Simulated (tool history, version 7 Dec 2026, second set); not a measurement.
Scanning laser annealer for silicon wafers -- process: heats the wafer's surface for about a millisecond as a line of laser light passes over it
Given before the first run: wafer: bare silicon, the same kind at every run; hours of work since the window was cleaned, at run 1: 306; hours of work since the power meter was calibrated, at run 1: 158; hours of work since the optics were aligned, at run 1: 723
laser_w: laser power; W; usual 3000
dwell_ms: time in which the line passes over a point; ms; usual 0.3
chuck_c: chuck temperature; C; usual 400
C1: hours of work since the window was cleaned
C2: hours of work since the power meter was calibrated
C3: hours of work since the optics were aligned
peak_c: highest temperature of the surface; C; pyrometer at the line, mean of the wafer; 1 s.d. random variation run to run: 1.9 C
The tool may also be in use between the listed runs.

run 1 day=0 | laser_w=3000 dwell_ms=0.3 chuck_c=400 | C1=306 C2=158 C3=723 | peak_c=1080
run 2 day=0.346 | laser_w=3000 dwell_ms=0.278 chuck_c=400 | C1=312 C2=164 C3=729 | peak_c=1059
-- day=0.612 window over the wafer cleaned
run 3 day=0.771 | laser_w=3000 dwell_ms=0.278 chuck_c=400 | C1=3 C2=171 C3=736 | peak_c=1073
run 4 day=1.196 | laser_w=3000 dwell_ms=0.278 chuck_c=400 | C1=11 C2=179 C3=744 | peak_c=1069
run 5 day=1.567 | laser_w=3000 dwell_ms=0.278 chuck_c=398 | C1=18 C2=186 C3=751 | peak_c=1068
run 6 day=1.808 | laser_w=3000 dwell_ms=0.278 chuck_c=398 | C1=22 C2=190 C3=755 | peak_c=1064
-- day=1.975 laser's power meter calibrated
run 7 day=2.208 | laser_w=3000 dwell_ms=0.278 chuck_c=398 | C1=28 C2=4 C3=760 | peak_c=1069
run 8 day=2.5 | laser_w=3280 dwell_ms=0.3 chuck_c=400 | C1=33 C2=10 C3=766 | peak_c=1148
run 9 day=2.754 | laser_w=3280 dwell_ms=0.26 chuck_c=400 | C1=38 C2=15 C3=771 | peak_c=1102
run 10 day=3.071 | laser_w=3280 dwell_ms=0.26 chuck_c=400 | C1=44 C2=21 C3=777 | peak_c=1104
run 11 day=3.412 | laser_w=3280 dwell_ms=0.26 chuck_c=400 | C1=50 C2=27 C3=783 | peak_c=1100
run 12 day=3.621 | laser_w=3280 dwell_ms=0.26 chuck_c=400 | C1=54 C2=31 C3=787 | peak_c=1101
run 13 day=4.021 | laser_w=3219 dwell_ms=0.257 chuck_c=368 | C1=62 C2=38 C3=794 | peak_c=1054
run 14 day=4.479 | laser_w=3219 dwell_ms=0.257 chuck_c=368 | C1=70 C2=47 C3=803 | peak_c=1053
-- day=4.938 laser's power meter calibrated, once more
run 15 day=5.012 | laser_w=2801 dwell_ms=0.228 chuck_c=431 | C1=78 C2=1 C3=811 | peak_c=1003
run 16 day=5.329 | laser_w=2650 dwell_ms=0.228 chuck_c=373 | C1=84 C2=7 C3=817 | peak_c=919
run 17 day=5.633 | laser_w=2650 dwell_ms=0.228 chuck_c=373 | C1=90 C2=13 C3=822 | peak_c=918
run 18 day=5.983 | laser_w=2584 dwell_ms=0.265 chuck_c=416 | C1=96 C2=20 C3=829 | peak_c=986
run 19 day=6.433 | laser_w=3205 dwell_ms=0.257 chuck_c=400 | C1=105 C2=28 C3=837 | peak_c=1079

Consider 4 possible next runs. They are alternatives, not a sequence: every one starts from the tool as it was left by run 19. What does each give?
run A day=6.808 | laser_w=3187 dwell_ms=0.257 chuck_c=426 | C1=112 C2=35 C3=844 | peak_c=?
run B day=6.808 | laser_w=2615 dwell_ms=0.249 chuck_c=388 | C1=112 C2=35 C3=844 | peak_c=?
run C day=6.808 | laser_w=3205 dwell_ms=0.257 chuck_c=367 | C1=112 C2=35 C3=844 | peak_c=?
run D day=6.808 | laser_w=2656 dwell_ms=0.301 chuck_c=373 | C1=112 C2=35 C3=844 | peak_c=?

run=A peak_c=1100
run=B peak_c=951
run=C peak_c=1048
run=D peak_c=991
Without the tool's unlogged condition, the same runs would have read:
run=A peak_c=1115
run=B peak_c=964
run=C peak_c=1064
run=D peak_c=1005
